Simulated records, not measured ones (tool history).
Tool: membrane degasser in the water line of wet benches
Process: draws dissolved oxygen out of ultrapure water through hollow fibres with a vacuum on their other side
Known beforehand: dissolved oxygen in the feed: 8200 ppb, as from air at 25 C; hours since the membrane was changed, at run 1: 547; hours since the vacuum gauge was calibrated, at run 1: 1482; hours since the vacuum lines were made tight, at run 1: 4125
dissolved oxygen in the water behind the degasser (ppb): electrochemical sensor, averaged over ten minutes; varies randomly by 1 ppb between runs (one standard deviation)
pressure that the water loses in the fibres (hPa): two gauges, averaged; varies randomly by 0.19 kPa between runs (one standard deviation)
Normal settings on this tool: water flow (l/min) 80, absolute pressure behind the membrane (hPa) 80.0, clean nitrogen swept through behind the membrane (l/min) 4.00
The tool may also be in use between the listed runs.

run     day  water flow (l/min)  absolute pressure behind the membrane (hPa)  clean nitrogen swept through behind the membrane (l/min)  hours since the membrane was changed  hours since the vacuum gauge was calibrated  hours since the vacuum lines were made tight  dissolved oxygen in the water behind the degasser (ppb)  pressure that the water loses in the fibres (hPa)
  1   0.000                  80                                         80.0                                                      4.00                                   547                                         1482                                          4125                                                    209.5                                              389.5
  2   1.138                  63                                         80.0                                                      4.00                                   574                                         1509                                          4152                                                    168.5                                              307.6
  3   3.033                  80                                        113.4                                                      4.00                                   619                                         1555                                          4198                                                    350.0                                              389.4
  4   4.921                  80                                        113.4                                                      4.00                                   665                                         1600                                          4243                                                    353.3                                              388.8
  5   6.142                  80                                        113.4                                                      4.00                                   694                                         1629                                          4272                                                    350.9                                              388.4
  6   7.075                  80                                         80.0                                                      4.00                                   716                                         1652                                          4295                                                    211.7                                              392.9
  7   8.938                  80                                         80.0                                                      4.00                                   761                                         1696                                          4339                                                    211.9                                              391.0
  8  10.262                  80                                         80.0                                                      4.00                                   793                                         1728                                          4371                                                    210.8                                              388.6
  9  12.167                  80                                         80.0                                                      3.19                                   839                                         1774                                          4417                                                    256.3                                              390.6
 10  14.171                  80                                         80.0                                                      3.19                                   887                                         1822                                          4465                                                    253.5                                              391.0
 11  15.950                  80                                         80.0                                                      4.74                                   929                                         1865                                          4508                                                    181.8                                              387.9
 12  17.929                  80                                         80.0                                                      4.74                                   977                                         1912                                          4555                                                    181.4                                              388.9
 13  19.321                  80                                        120.4                                                      4.74                                  1010                                         1946                                          4589                                                    328.8                                              391.4
 14  21.054                 113                                         80.0                                                      1.88                                  1052                                         1987                                          4630                                                    519.3                                              558.5
 15  22.862                  80                                        177.2                                                      3.58                                  1095                                         2031                                          4674                                                    661.8                                              393.6
 16  24.225                  80                                        177.2                                                      3.58                                  1128                                         2063                                          4706                                                    665.3                                              396.9
 17  26.117                  53                                        132.3                                                      4.00                                  1173                                         2109                                          4752                                                    299.2                                              257.6
 18  27.633                  53                                        132.3                                                      4.00                                  1210                                         2145                                          4788                                                    297.5                                              262.6
 19  29.467                  51                                         80.0                                                      4.00                                  1254                                         2189                                          4832                                                    140.4                                              250.8
 20  31.188                  51                                         80.0                                                      4.00                                  1295                                         2230                                          4873                                                    140.1                                              249.8
 21  33.146                  80                                        117.1                                                      4.00                                  1342                                         2277                                          4920                                                    365.7                                              394.8
 22  34.975                  80                                        117.1                                                      4.00                                  1386                                         2321                                          4964                                                    365.9                                              395.5
 23  35.958                  91                                         96.2                                                      3.42                                  1410                                         2345                                          4988                                                    360.1                                              447.0
 24  37.779                  80                                         80.0                                                     10.98                                  1453                                         2388                                          5032                                                     85.1                                              395.7

Predict each of these 5 candidate next runs independently; none follows another, all start after run 24:
  A  39.267                  60                                        121.3                                                      4.85                                  1489                                         2424                                          5067                                                        ?                                                  ?
  B  39.267                  80                                         80.0                                                     11.37                                  1489                                         2424                                          5067                                                        ?                                                  ?
  C  39.267                  80                                         49.9                                                     10.98                                  1489                                         2424                                          5067                                                        ?                                                  ?
  D  39.267                  57                                         80.0                                                     10.64                                  1489                                         2424                                          5067                                                        ?                                                  ?
  E  39.267                  80                                         80.0                                                      2.94                                  1489                                         2424                                          5067                                                        ?                                                  ?

run  dissolved oxygen in the water behind the degasser (ppb)  pressure that the water loses in the fibres (hPa)
  A                                                    249.5                                              298.4
  B                                                     82.1                                              394.9
  C                                                     33.2                                              397.0
  D                                                     62.1                                              283.6
  E                                                    273.6                                              395.9
What these runs would have given with no unlogged condition in the tool:
run  dissolved oxygen in the water behind the degasser (ppb)  pressure that the water loses in the fibres (hPa)
  A                                                    249.4                                              293.4
  B                                                     82.1                                              388.2
  C                                                     33.1                                              390.2
  D                                                     62.1                                              278.8
  E                                                    273.5                                              389.2
